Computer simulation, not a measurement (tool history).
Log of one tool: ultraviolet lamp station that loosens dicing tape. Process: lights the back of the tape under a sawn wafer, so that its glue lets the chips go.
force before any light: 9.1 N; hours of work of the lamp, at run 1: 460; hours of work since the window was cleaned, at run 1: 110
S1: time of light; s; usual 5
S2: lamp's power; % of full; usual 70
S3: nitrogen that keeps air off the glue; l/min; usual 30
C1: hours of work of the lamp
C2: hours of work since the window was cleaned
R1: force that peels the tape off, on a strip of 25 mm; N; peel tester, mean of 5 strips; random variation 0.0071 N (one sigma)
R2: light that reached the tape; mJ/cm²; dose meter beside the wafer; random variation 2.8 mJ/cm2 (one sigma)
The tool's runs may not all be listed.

run     day  S1  S2  S3   C1   C2     R1   R2
  1       0   5  70  30  460  110  0.461  299
  2   2.046   5  70  30  488  138  0.476  296
  3   3.979   5  70  30  514  164  0.515  288
  4    5.95   5  70  30  541  191  0.542  279
  5   7.421   5  70  30  561  211  0.559  282
  6   8.438   5  70  30  574  225  0.583  274
  7   9.279   5  70  30  586  236   0.59  273
  8  10.825   5  70  21  607  257   0.76  267
  9  12.825   5  70  21  634  284   0.79  258
 10  14.292   5  70  21  654  304  0.788  255
 11  16.108   5  70  21  679  329  0.847  253
 12  17.829   5  70  30  702  352  0.721  249
 13  19.429   5  70  30  724  374  0.798  239
 14  20.567   4  70  30  739  389  1.288  192
 15  21.562   4  70  30  753  403  1.272  186
     22.888  -- lamp changed
 16  23.083   4  70  30    3  423  0.544  273
 17    24.2   4  70  30   18  438  0.562  277
 18    25.6   4  70  30   37  457  0.598  272
 19  27.471   4  70  30   62  482  0.637  264
 20  28.888   4  70  23   81  502   0.74  258
 21  30.829   4  70  23  108  528  0.773  256
 22  32.796   4  70  23  135  555   0.82  251
     32.988  -- window cleaned of glue's vapour
 23  34.867   5  66  30  162   26  0.354  338
 24  35.746   9  75  25  174   37  0.128  688
 25  37.125   9  75  25  193   56  0.124  689
 26  39.092   3  66  15  220   83  1.595  197
 27  41.092   4  66  36  247  110  0.643  257
 28  42.817   8  66  36  270  133  0.159  499
 29  44.621   8  66  36  295  158  0.165  494
 30  46.038   8  66  36  314  177  0.154  486
 31   46.95   8  66  56  326  190  0.157  477
 32  48.283   6  77  25  344  208   0.25  414
 33  49.188  10  87  19  357  220  0.123  779
 34  51.258  10  87  19  385  248  0.132  761
 35  52.862  10  87  19  407  270  0.131  745
 36  54.871  10  87  19  434  297  0.135  731
 37  56.662   6  61  12  458  321  0.792  298
 38    57.8   7  70  30  474  337  0.242  398
 39  59.267   5  70  31  494  357  0.524  279
 40  60.388   4  76  30  509  372  0.769  240
 41  62.208   5  76  30  534  397  0.518  293
 42  64.217   7  64  44  561  424  0.283  341
 43  65.062   7  85  44  572  435   0.17  447
 44  66.475   5  84  13  591  455  0.697  309

Forecast each of these 3 alternatives for the next run:
  A  67.862   3  99  41  610  473   ?   ?
  B  67.862   4  94  45  610  473   ?   ?
  C  67.862   5  94  41  610  473   ?   ?

run     R1   R2
  A  0.877  215
  B  0.495  274
  C  0.305  342
Without the tool's hidden state the same runs would have given:
run     R1   R2
  A  0.315  334
  B  0.189  424
  C  0.145  531
